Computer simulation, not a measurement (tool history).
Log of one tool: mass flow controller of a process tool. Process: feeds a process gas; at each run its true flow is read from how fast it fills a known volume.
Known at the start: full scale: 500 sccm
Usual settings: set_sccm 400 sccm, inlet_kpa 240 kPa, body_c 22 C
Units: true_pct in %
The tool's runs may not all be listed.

run,hour,set_sccm,inlet_kpa,body_c,true_pct
1,0.0,400,240,22,100.45
2,135.1,400,240,22,100.49
3,438.7,400,240,22,100.47
4,642.8,400,240,22,100.55
5,773.4,400,240,22,100.42
6,1054.7,400,220,22,100.39
7,1246.3,400,220,22,100.40
# hour 1273.1: controller's zero set anew
8,1395.4,400,220,22,100.29
9,1557.3,400,220,22,100.12
10,1856.0,433,220,22,100.51
11,2067.6,197,188,22,98.45
12,2210.3,66,208,39,97.59
13,2378.6,324,195,21,99.29
14,2536.4,324,195,21,99.41
15,2714.8,187,258,31,99.63
# hour 2774.2: controller's zero set anew, once more
16,3021.1,187,155,40,101.37
17,3153.3,187,155,40,101.32
18,3420.5,70,191,37,100.08
19,3562.5,418,271,22,101.33

Forecast each of these 4 alternatives for the next run:
A,3803.0,284,147,24,?
B,3803.0,70,271,26,?
C,3803.0,400,141,22,?
D,3803.0,305,162,23,?

run,true_pct
A,99.87
B,99.16
C,100.40
D,100.11
Without the tool's hidden state the same runs would have given:
run,true_pct
A,98.21
B,98.05
C,98.69
D,98.43
